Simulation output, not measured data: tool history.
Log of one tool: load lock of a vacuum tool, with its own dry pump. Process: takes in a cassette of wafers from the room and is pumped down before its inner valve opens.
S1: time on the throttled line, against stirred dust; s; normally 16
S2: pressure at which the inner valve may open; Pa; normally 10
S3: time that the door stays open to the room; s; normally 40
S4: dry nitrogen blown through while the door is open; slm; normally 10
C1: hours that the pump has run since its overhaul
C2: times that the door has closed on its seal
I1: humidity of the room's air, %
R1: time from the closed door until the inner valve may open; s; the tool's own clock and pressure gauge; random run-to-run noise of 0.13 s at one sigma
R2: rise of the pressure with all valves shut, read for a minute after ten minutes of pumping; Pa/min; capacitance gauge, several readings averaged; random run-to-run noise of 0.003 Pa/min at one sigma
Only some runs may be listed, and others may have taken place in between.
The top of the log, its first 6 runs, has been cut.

Run 7, hour 347.7: usual settings; C1 9713; C2 5048; I1 46.6. Result: R1 26.9 s, R2 0.072 Pa/min.
Run 8, hour 434: usual settings but S3 93 s; C1 9799; C2 5314; I1 45.4. Result: R1 27 s, R2 0.102 Pa/min.
Run 9, hour 478: usual settings but S3 182 s; C1 9843; C2 5449; I1 48.3. Result: R1 27.1 s, R2 0.14 Pa/min.
Run 10, hour 555.3: usual settings but S2 13 Pa; C1 9920; C2 5687; I1 44.7. Result: R1 26.8 s, R2 0.072 Pa/min.
Run 11, hour 601.5: usual settings but S3 177 s; C1 9966; C2 5829; I1 44.8. Result: R1 27.1 s, R2 0.138 Pa/min.
Run 12, hour 680.9: usual settings; C1 10046; C2 6074; I1 42.8. Result: R1 27.2 s, R2 0.078 Pa/min.
Run 13, hour 747.6: usual settings; C1 10112; C2 6279; I1 44.6. Result: R1 27 s, R2 0.078 Pa/min.
Run 14, hour 831.9: usual settings; C1 10197; C2 6538; I1 45.3. Result: R1 27.1 s, R2 0.08 Pa/min.
Run 15, hour 916.9: usual settings; C1 10282; C2 6800; I1 42.3. Result: R1 27.2 s, R2 0.071 Pa/min.
Run 16, hour 986.3: usual settings but S4 6 slm; C1 10351; C2 7013; I1 45.5. Result: R1 27.1 s, R2 0.081 Pa/min.
Run 17, hour 1042.3: usual settings but S4 6 slm; C1 10407; C2 7186; I1 47.7. Result: R1 27.2 s, R2 0.088 Pa/min.
Run 18, hour 1111.2: usual settings; C1 10476; C2 7398; I1 48.2. Result: R1 27.2 s, R2 0.083 Pa/min.
Run 19, hour 1174.5: usual settings; C1 10539; C2 7593; I1 44.1. Result: R1 27.2 s, R2 0.082 Pa/min.
Run 20, hour 1245.4: usual settings but S1 17 s, S2 12 Pa; C1 10610; C2 7811; I1 45.6. Result: R1 27.7 s, R2 0.08 Pa/min.
Run 21, hour 1325.5: usual settings but S1 18 s, S2 12 Pa; C1 10690; C2 8057; I1 46.1. Result: R1 28.6 s, R2 0.085 Pa/min.
Run 22, hour 1369.6: usual settings but S3 56 s, S4 24 slm; C1 10734; C2 8193; I1 43.3. Result: R1 27.3 s, R2 0.08 Pa/min.
Run 23, hour 1461.9: usual settings but S4 27 slm; C1 10827; C2 8477; I1 44. Result: R1 27.4 s, R2 0.071 Pa/min.
Run 24, hour 1540.5: usual settings but S1 28 s, S2 19 Pa, S3 54 s; C1 10905; C2 8719; I1 43.8. Result: R1 36.7 s, R2 0.094 Pa/min.

Run 25 is up next; what results do you expect?
Run 25, hour 1584.2: usual settings but S1 21 s, S2 14 Pa, S3 54 s; C1 10949; C2 8853; I1 49.2. Result: R1 ?, R2 ?.

{"run 25": {"R1": 31.2, "R2": 0.103}}
The same run, on a tool lacking any hidden state, would have yielded R1 30.7 s, R2 0.065 Pa/min.

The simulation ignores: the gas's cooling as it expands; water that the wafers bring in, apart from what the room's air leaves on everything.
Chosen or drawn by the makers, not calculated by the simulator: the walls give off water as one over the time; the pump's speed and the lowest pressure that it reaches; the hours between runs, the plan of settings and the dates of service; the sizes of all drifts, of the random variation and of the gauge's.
